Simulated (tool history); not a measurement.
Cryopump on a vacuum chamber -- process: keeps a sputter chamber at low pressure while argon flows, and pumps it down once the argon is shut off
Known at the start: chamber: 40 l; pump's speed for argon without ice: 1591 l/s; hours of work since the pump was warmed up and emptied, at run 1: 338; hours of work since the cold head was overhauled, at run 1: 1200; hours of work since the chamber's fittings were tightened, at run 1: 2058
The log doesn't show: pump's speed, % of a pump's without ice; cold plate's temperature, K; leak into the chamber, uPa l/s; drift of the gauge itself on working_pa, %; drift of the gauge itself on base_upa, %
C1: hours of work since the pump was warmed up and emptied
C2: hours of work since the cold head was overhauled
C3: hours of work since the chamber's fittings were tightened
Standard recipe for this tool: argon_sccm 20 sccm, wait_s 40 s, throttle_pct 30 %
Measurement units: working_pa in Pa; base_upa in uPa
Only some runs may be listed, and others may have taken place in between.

run 1 day=0 | argon_sccm=20 wait_s=40 throttle_pct=30 | C1=338 C2=1200 C3=2058 | working_pa=0.0726 base_upa=2.17
run 2 day=1.55 | argon_sccm=20 wait_s=40 throttle_pct=30 | C1=355 C2=1217 C3=2076 | working_pa=0.0737 base_upa=2.14
run 3 day=4.592 | argon_sccm=20 wait_s=40 throttle_pct=30 | C1=389 C2=1252 C3=2110 | working_pa=0.0726 base_upa=2.06
run 4 day=7.062 | argon_sccm=20 wait_s=40 throttle_pct=30 | C1=417 C2=1280 C3=2138 | working_pa=0.0745 base_upa=2.16
run 5 day=8.85 | argon_sccm=20 wait_s=40 throttle_pct=39 | C1=438 C2=1300 C3=2158 | working_pa=0.0577 base_upa=2.16
run 6 day=11.717 | argon_sccm=11 wait_s=40 throttle_pct=30 | C1=470 C2=1332 C3=2190 | working_pa=0.04 base_upa=2.16
run 7 day=14.425 | argon_sccm=20 wait_s=40 throttle_pct=30 | C1=500 C2=1363 C3=2221 | working_pa=0.0731 base_upa=2.24
run 8 day=17.467 | argon_sccm=20 wait_s=40 throttle_pct=30 | C1=535 C2=1397 C3=2255 | working_pa=0.0743 base_upa=2.16
run 9 day=19.067 | argon_sccm=20 wait_s=40 throttle_pct=30 | C1=553 C2=1415 C3=2273 | working_pa=0.0746 base_upa=2.22
run 10 day=22.158 | argon_sccm=20 wait_s=40 throttle_pct=30 | C1=587 C2=1450 C3=2308 | working_pa=0.075 base_upa=2.26
run 11 day=24.404 | argon_sccm=20 wait_s=40 throttle_pct=30 | C1=613 C2=1475 C3=2333 | working_pa=0.0739 base_upa=2.2
run 12 day=26.479 | argon_sccm=20 wait_s=40 throttle_pct=30 | C1=636 C2=1498 C3=2357 | working_pa=0.0753 base_upa=2.27
run 13 day=29.096 | argon_sccm=20 wait_s=40 throttle_pct=30 | C1=666 C2=1528 C3=2386 | working_pa=0.0751 base_upa=2.26
run 14 day=30.683 | argon_sccm=20 wait_s=40 throttle_pct=30 | C1=684 C2=1546 C3=2404 | working_pa=0.0743 base_upa=2.31
run 15 day=32.433 | argon_sccm=20 wait_s=40 throttle_pct=30 | C1=703 C2=1566 C3=2424 | working_pa=0.0757 base_upa=2.22
run 16 day=34.042 | argon_sccm=20 wait_s=40 throttle_pct=20 | C1=721 C2=1584 C3=2442 | working_pa=0.1108 base_upa=2.28
run 17 day=36.558 | argon_sccm=20 wait_s=40 throttle_pct=18 | C1=750 C2=1612 C3=2470 | working_pa=0.1216 base_upa=2.34
run 18 day=39.562 | argon_sccm=20 wait_s=75 throttle_pct=37 | C1=784 C2=1646 C3=2504 | working_pa=0.0623 base_upa=1.76
run 19 day=41.733 | argon_sccm=9 wait_s=286 throttle_pct=37 | C1=808 C2=1670 C3=2529 | working_pa=0.0283 base_upa=1.24
-- day=44.746 pump warmed up, emptied and cooled again
run 20 day=44.904 | argon_sccm=9 wait_s=286 throttle_pct=37 | C1=2 C2=1704 C3=2562 | working_pa=0.0261 base_upa=1.08
run 21 day=46.729 | argon_sccm=9 wait_s=40 throttle_pct=54 | C1=22 C2=1724 C3=2583 | working_pa=0.0176 base_upa=2.21
run 22 day=49.15 | argon_sccm=27 wait_s=22 throttle_pct=54 | C1=50 C2=1752 C3=2610 | working_pa=0.0549 base_upa=3.21
run 23 day=50.754 | argon_sccm=19 wait_s=22 throttle_pct=54 | C1=68 C2=1770 C3=2628 | working_pa=0.0379 base_upa=3.33
run 24 day=53.412 | argon_sccm=20 wait_s=145 throttle_pct=46 | C1=98 C2=1800 C3=2658 | working_pa=0.0468 base_upa=1.32
run 25 day=56.279 | argon_sccm=20 wait_s=145 throttle_pct=46 | C1=130 C2=1832 C3=2690 | working_pa=0.047 base_upa=1.38
run 26 day=59.096 | argon_sccm=20 wait_s=145 throttle_pct=46 | C1=162 C2=1864 C3=2722 | working_pa=0.0474 base_upa=1.32
run 27 day=61.642 | argon_sccm=36 wait_s=115 throttle_pct=58 | C1=190 C2=1892 C3=2751 | working_pa=0.0676 base_upa=1.46
run 28 day=64.046 | argon_sccm=36 wait_s=115 throttle_pct=58 | C1=217 C2=1919 C3=2778 | working_pa=0.0683 base_upa=1.51
run 29 day=66.662 | argon_sccm=9 wait_s=193 throttle_pct=56 | C1=247 C2=1949 C3=2807 | working_pa=0.0177 base_upa=1.33
run 30 day=68.992 | argon_sccm=12 wait_s=40 throttle_pct=21 | C1=273 C2=1975 C3=2834 | working_pa=0.0614 base_upa=2.37
run 31 day=70.654 | argon_sccm=9 wait_s=40 throttle_pct=30 | C1=292 C2=1994 C3=2852 | working_pa=0.0323 base_upa=2.32
run 32 day=72.088 | argon_sccm=12 wait_s=140 throttle_pct=34 | C1=308 C2=2010 C3=2869 | working_pa=0.0385 base_upa=1.44
run 33 day=73.471 | argon_sccm=10 wait_s=40 throttle_pct=30 | C1=324 C2=2026 C3=2884 | working_pa=0.0365 base_upa=2.28
run 34 day=75.979 | argon_sccm=20 wait_s=41 throttle_pct=44 | C1=352 C2=2054 C3=2912 | working_pa=0.0494 base_upa=2.37

What differs in the tool's unlogged condition from the final listed run ahead of each entry between runs to the first listed run following it?
After run 19, before run 20: pump warmed up, emptied and cooled again (day 44.746)
  pump's speed, % of a pump's without ice: 82 -> 99.6; cold plate's temperature, K: 12.68 -> 12.69; leak into the chamber, uPa l/s: 1437 -> 1452
  the result without the hidden state subtracted from the measured one, working_pa: +0.0023 -> +0.0002 Pa; base_upa: +0.92 -> +0.72 uPa

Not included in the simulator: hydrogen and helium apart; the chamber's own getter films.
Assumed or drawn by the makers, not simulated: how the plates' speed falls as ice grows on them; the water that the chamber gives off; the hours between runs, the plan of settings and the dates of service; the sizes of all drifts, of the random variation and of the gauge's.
